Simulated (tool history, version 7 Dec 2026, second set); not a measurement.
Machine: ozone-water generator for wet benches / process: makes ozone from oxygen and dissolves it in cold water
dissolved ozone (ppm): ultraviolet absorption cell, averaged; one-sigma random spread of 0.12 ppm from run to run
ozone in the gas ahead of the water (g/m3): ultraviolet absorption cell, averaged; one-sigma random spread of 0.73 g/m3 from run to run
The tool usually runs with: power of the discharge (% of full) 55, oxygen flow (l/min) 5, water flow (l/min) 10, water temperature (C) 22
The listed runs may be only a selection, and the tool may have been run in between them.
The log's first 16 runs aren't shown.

| run | hour | power of the discharge (% of full) | oxygen flow (l/min) | water flow (l/min) | water temperature (C) | dissolved ozone (ppm) | ozone in the gas ahead of the water (g/m3) |
|---|---|---|---|---|---|---|---|
|  | 1383.9 | contactor cleaned |
| 17 | 1494.4 | 55 | 5 | 10 | 27 | 14.6 | 119.8 |
|  | 1522.2 | water thermometer calibrated |
| 18 | 1565.9 | 52 | 5 | 14 | 22 | 13.2 | 114.6 |
| 19 | 1682.9 | 52 | 5 | 14 | 22 | 13 | 115.1 |
| 20 | 1733.9 | 50 | 5.15 | 14 | 22 | 12.7 | 110.5 |
| 21 | 1824.3 | 50 | 5.15 | 9 | 14 | 18.9 | 109.1 |
| 22 | 1894.7 | 48 | 5 | 10 | 22 | 14.7 | 107.5 |
| 23 | 1981.1 | 55 | 3.02 | 14 | 25 | 13.7 | 162.6 |
| 24 | 2033.2 | 58 | 5 | 10 | 22 | 16.8 | 122.3 |
|  | 2101.1 | contactor cleaned, once more |
| 25 | 2159.8 | 71 | 5 | 10 | 22 | 19.4 | 138.8 |
| 26 | 2242 | 71 | 5 | 10 | 22 | 19.1 | 135.9 |
| 27 | 2362 | 42 | 6.98 | 11 | 17 | 13.2 | 79.3 |
| 28 | 2457.4 | 42 | 6.98 | 11 | 17 | 13.2 | 79.1 |
| 29 | 2565.6 | 55 | 3.96 | 6 | 14 | 26.4 | 133.9 |
| 30 | 2691.4 | 55 | 3.96 | 6 | 14 | 25.9 | 135.1 |
| 31 | 2756.1 | 55 | 2.72 | 9 | 22 | 19.7 | 173.3 |
| 32 | 2817.2 | 72 | 3.05 | 10 | 17 | 23.3 | 186.4 |
| 33 | 2925.2 | 45 | 5 | 12 | 29 | 11.2 | 101.9 |
| 34 | 3028.1 | 55 | 3.85 | 10 | 22 | 17.1 | 135.3 |

Alternative continuations, all from the tool just after run 34; predict every row:
| A | 3097.8 | 52 | 3.85 | 10 | 22 | ? | ? |
| B | 3097.8 | 93 | 7.95 | 10 | 22 | ? | ? |
| C | 3097.8 | 55 | 5 | 10 | 22 | ? | ? |

| run | dissolved ozone (ppm) | ozone in the gas ahead of the water (g/m3) |
|---|---|---|
| A | 16.4 | 130 |
| B | 18.7 | 116.6 |
| C | 16 | 113.8 |
The same runs, with their run-to-run variation unchanged, on a tool lacking any hidden condition would have given:
| run | dissolved ozone (ppm) | ozone in the gas ahead of the water (g/m3) |
|---|---|---|
| A | 18.7 | 145.4 |
| B | 22.5 | 137.5 |
| C | 18.3 | 127.9 |

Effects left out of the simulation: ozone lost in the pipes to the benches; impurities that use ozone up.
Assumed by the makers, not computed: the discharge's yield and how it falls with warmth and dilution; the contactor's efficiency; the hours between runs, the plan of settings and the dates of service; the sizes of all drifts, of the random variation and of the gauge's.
